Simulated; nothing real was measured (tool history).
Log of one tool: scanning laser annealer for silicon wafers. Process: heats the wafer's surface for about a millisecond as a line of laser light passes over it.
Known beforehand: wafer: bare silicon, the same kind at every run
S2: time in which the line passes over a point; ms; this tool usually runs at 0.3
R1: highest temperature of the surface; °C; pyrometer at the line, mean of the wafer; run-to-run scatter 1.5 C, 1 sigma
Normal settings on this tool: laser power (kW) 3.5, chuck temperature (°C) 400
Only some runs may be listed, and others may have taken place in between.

run 1 hour=0 | laser_power_(kW)=3.5 S2=0.3 chuck_temperature_(°C)=400 | R1=1232
run 2 hour=40.9 | laser_power_(kW)=3.5 S2=0.3 chuck_temperature_(°C)=373 | R1=1203
run 3 hour=63.1 | laser_power_(kW)=3.5 S2=0.3 chuck_temperature_(°C)=434 | R1=1263
run 4 hour=102.5 | laser_power_(kW)=3.5 S2=0.3 chuck_temperature_(°C)=434 | R1=1261
run 5 hour=145.2 | laser_power_(kW)=3.5 S2=0.313 chuck_temperature_(°C)=400 | R1=1241
run 6 hour=182.2 | laser_power_(kW)=3.5 S2=0.313 chuck_temperature_(°C)=400 | R1=1239
run 7 hour=224.8 | laser_power_(kW)=3.477 S2=0.313 chuck_temperature_(°C)=400 | R1=1234
run 8 hour=262 | laser_power_(kW)=3.477 S2=0.242 chuck_temperature_(°C)=400 | R1=1132
run 9 hour=297.7 | laser_power_(kW)=3.477 S2=0.242 chuck_temperature_(°C)=400 | R1=1130
run 10 hour=339.1 | laser_power_(kW)=3.389 S2=0.242 chuck_temperature_(°C)=400 | R1=1108
run 11 hour=375.5 | laser_power_(kW)=3.5 S2=0.282 chuck_temperature_(°C)=400 | R1=1190
-- hour=393 window over the wafer cleaned
run 12 hour=415.4 | laser_power_(kW)=3.817 S2=0.3 chuck_temperature_(°C)=400 | R1=1312
run 13 hour=439 | laser_power_(kW)=3.5 S2=0.339 chuck_temperature_(°C)=400 | R1=1287
run 14 hour=469.6 | laser_power_(kW)=3.5 S2=0.339 chuck_temperature_(°C)=400 | R1=1290
run 15 hour=501.6 | laser_power_(kW)=3.5 S2=0.339 chuck_temperature_(°C)=392 | R1=1276
run 16 hour=533.7 | laser_power_(kW)=3.5 S2=0.328 chuck_temperature_(°C)=400 | R1=1271
run 17 hour=570.2 | laser_power_(kW)=3.5 S2=0.3 chuck_temperature_(°C)=389 | R1=1216
run 18 hour=606 | laser_power_(kW)=3.5 S2=0.3 chuck_temperature_(°C)=389 | R1=1216
run 19 hour=632.3 | laser_power_(kW)=3.5 S2=0.3 chuck_temperature_(°C)=389 | R1=1216
run 20 hour=680.6 | laser_power_(kW)=3.5 S2=0.3 chuck_temperature_(°C)=389 | R1=1214
run 21 hour=724.4 | laser_power_(kW)=3.5 S2=0.283 chuck_temperature_(°C)=400 | R1=1197
run 22 hour=772.5 | laser_power_(kW)=3.222 S2=0.231 chuck_temperature_(°C)=366 | R1=1026
run 23 hour=826.4 | laser_power_(kW)=3.642 S2=0.334 chuck_temperature_(°C)=380 | R1=1280
run 24 hour=867.2 | laser_power_(kW)=3.842 S2=0.3 chuck_temperature_(°C)=400 | R1=1298
-- hour=900.3 window over the wafer cleaned
run 25 hour=900.3 | laser_power_(kW)=3.104 S2=0.302 chuck_temperature_(°C)=368 | R1=1112
run 26 hour=937.8 | laser_power_(kW)=3.5 S2=0.3 chuck_temperature_(°C)=425 | R1=1258
run 27 hour=974.7 | laser_power_(kW)=3.793 S2=0.248 chuck_temperature_(°C)=381 | R1=1198
run 28 hour=1026.8 | laser_power_(kW)=3.5 S2=0.27 chuck_temperature_(°C)=416 | R1=1203
run 29 hour=1062.7 | laser_power_(kW)=3.425 S2=0.36 chuck_temperature_(°C)=433 | R1=1324
run 30 hour=1099.8 | laser_power_(kW)=3.425 S2=0.36 chuck_temperature_(°C)=433 | R1=1323
run 31 hour=1133.4 | laser_power_(kW)=3.049 S2=0.317 chuck_temperature_(°C)=394 | R1=1133
run 32 hour=1174.1 | laser_power_(kW)=3.049 S2=0.317 chuck_temperature_(°C)=394 | R1=1130
run 33 hour=1227.5 | laser_power_(kW)=3.014 S2=0.311 chuck_temperature_(°C)=420 | R1=1139
run 34 hour=1254.8 | laser_power_(kW)=3.5 S2=0.3 chuck_temperature_(°C)=391 | R1=1210
run 35 hour=1277.2 | laser_power_(kW)=3.5 S2=0.3 chuck_temperature_(°C)=391 | R1=1211
run 36 hour=1316.7 | laser_power_(kW)=3.329 S2=0.23 chuck_temperature_(°C)=370 | R1=1047
run 37 hour=1342.6 | laser_power_(kW)=3.755 S2=0.295 chuck_temperature_(°C)=438 | R1=1307
run 38 hour=1378.9 | laser_power_(kW)=3.446 S2=0.299 chuck_temperature_(°C)=419 | R1=1221
run 39 hour=1401.7 | laser_power_(kW)=3.725 S2=0.239 chuck_temperature_(°C)=400 | R1=1172
-- hour=1408.3 window over the wafer cleaned
run 40 hour=1449.1 | laser_power_(kW)=3.725 S2=0.239 chuck_temperature_(°C)=400 | R1=1187
run 41 hour=1491.2 | laser_power_(kW)=3.725 S2=0.239 chuck_temperature_(°C)=400 | R1=1190

Below are 3 alternative next runs, each starting from the tool's condition after run 41. Predict each:
run A hour=1527.5 | laser_power_(kW)=3.186 S2=0.3 chuck_temperature_(°C)=400 | R1=?
run B hour=1527.5 | laser_power_(kW)=3.725 S2=0.281 chuck_temperature_(°C)=361 | R1=?
run C hour=1527.5 | laser_power_(kW)=3.245 S2=0.377 chuck_temperature_(°C)=385 | R1=?

run=A R1=1154
run=B R1=1215
run=C R1=1252
Without the tool's unlogged condition, the same runs would have read:
run=A R1=1163
run=B R1=1225
run=C R1=1262
